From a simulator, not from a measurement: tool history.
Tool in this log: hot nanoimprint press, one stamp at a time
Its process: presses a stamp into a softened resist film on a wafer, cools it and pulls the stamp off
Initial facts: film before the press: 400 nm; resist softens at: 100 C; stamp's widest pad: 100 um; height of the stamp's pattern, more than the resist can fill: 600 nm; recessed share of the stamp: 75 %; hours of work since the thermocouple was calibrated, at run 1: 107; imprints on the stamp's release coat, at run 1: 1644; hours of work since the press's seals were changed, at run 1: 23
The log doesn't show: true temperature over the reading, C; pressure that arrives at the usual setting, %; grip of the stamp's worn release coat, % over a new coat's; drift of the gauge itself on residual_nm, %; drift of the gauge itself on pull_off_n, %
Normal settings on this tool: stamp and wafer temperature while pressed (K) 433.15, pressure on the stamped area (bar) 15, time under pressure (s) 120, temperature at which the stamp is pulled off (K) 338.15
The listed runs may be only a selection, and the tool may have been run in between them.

run   hour  stamp and wafer temperature while pressed (K)  pressure on the stamped area (bar)  time under pressure (s)  temperature at which the stamp is pulled off (K)  hours of work since the thermocouple was calibrated  imprints on the stamp's release coat  hours of work since the press's seals were changed  resist left under the stamp's widest pad (Å)  greatest force while the stamp is pulled off (N)
  1      0                                         433.15                                  15                      120                                            338.15                                                  107                                  1644                                                  23                                          1497                                               287
  2    6.3                                         433.15                                13.7                      120                                            338.15                                                  110                                  1663                                                  26                                          1580                                               287
  3   13.6                                         433.15                                13.7                      120                                            338.15                                                  113                                  1684                                                  29                                          1558                                               291
  4   21.7                                         433.15                                  15                      120                                            338.15                                                  117                                  1708                                                  33                                          1502                                               281
  5   26.4                                         433.15                                  15                       67                                            338.15                                                  119                                  1722                                                  35                                          1857                                               281
  6   31.1                                         433.15                                  15                       67                                            338.15                                                  121                                  1735                                                  37                                          1849                                               290
  7   39.3                                         433.15                                  15                       67                                            338.15                                                  125                                  1760                                                  41                                          1864                                               286
  8   44.7                                         443.15                                  15                       67                                            338.15                                                  128                                  1775                                                  43                                          1120                                               294
  9   51.3                                         433.15                                22.5                      120                                            338.15                                                  131                                  1795                                                  46                                          1207                                               292
 10   57.7                                         433.15                                  15                      120                                            338.15                                                  134                                  1814                                                  49                                          1502                                               294
 11     66                                         433.15                                  15                       97                                            338.15                                                  138                                  1838                                                  53                                          1626                                               293
 12   70.5                                         433.15                                  15                      120                                            339.15                                                  140                                  1851                                                  55                                          1501                                               283
 13   75.5                                         441.15                                  15                      120                                            333.15                                                  142                                  1866                                                  58                                           978                                               321
 14   81.7                                         426.15                                14.2                      120                                            332.15                                                  145                                  1884                                                  61                                          2256                                               333
 15   85.4                                         426.15                                22.6                      120                                            332.15                                                  147                                  1895                                                  62                                          1813                                               321
 16   90.4                                         437.15                                22.6                      184                                            332.15                                                  149                                  1910                                                  65                                           807                                               339
 17   95.1                                         433.15                                16.6                      120                                            323.15                                                  151                                  1924                                                  67                                          1423                                               389
 18  101.5                                         426.15                                  15                      120                                            327.15                                                  154                                  1942                                                  70                                          2201                                               382
 19    108                                         443.15                                  15                      120                                            327.15                                                  157                                  1962                                                  73                                           889                                               370
 20  112.5                                         439.15                                  15                       80                                            334.15                                                  159                                  1975                                                  75                                          1280                                               316
 21  120.1                                         439.15                                22.7                      140                                            334.15                                                  163                                  1997                                                  78                                           811                                               331
 22  125.6                                         439.15                                22.7                      140                                            334.15                                                  165                                  2013                                                  81                                           810                                               324
 23  132.6                                         439.15                                22.7                      140                                            334.15                                                  169                                  2034                                                  84                                           812                                               322

Predict each of these 4 candidate next runs independently; none follows another, all start after run 23:
  A  137.4                                         433.15                                10.3                      140                                            334.15                                                  171                                  2048                                                  86                                             ?                                                 ?
  B  137.4                                         439.15                                11.2                      201                                            334.15                                                  171                                  2048                                                  86                                             ?                                                 ?
  C  137.4                                         439.15                                22.7                      139                                            336.15                                                  171                                  2048                                                  86                                             ?                                                 ?
  D  137.4                                         439.15                                22.7                      140                                            338.15                                                  171                                  2048                                                  86                                             ?                                                 ?

run  resist left under the stamp's widest pad (Å)  greatest force while the stamp is pulled off (N)
  A                                          1730                                               334
  B                                          1052                                               335
  C                                           816                                               318
  D                                           814                                               300
With no hidden state in the tool, these same runs would have given:
run  resist left under the stamp's widest pad (Å)  greatest force while the stamp is pulled off (N)
  A                                          1702                                               217
  B                                          1035                                               218
  C                                           802                                               207
  D                                           800                                               195
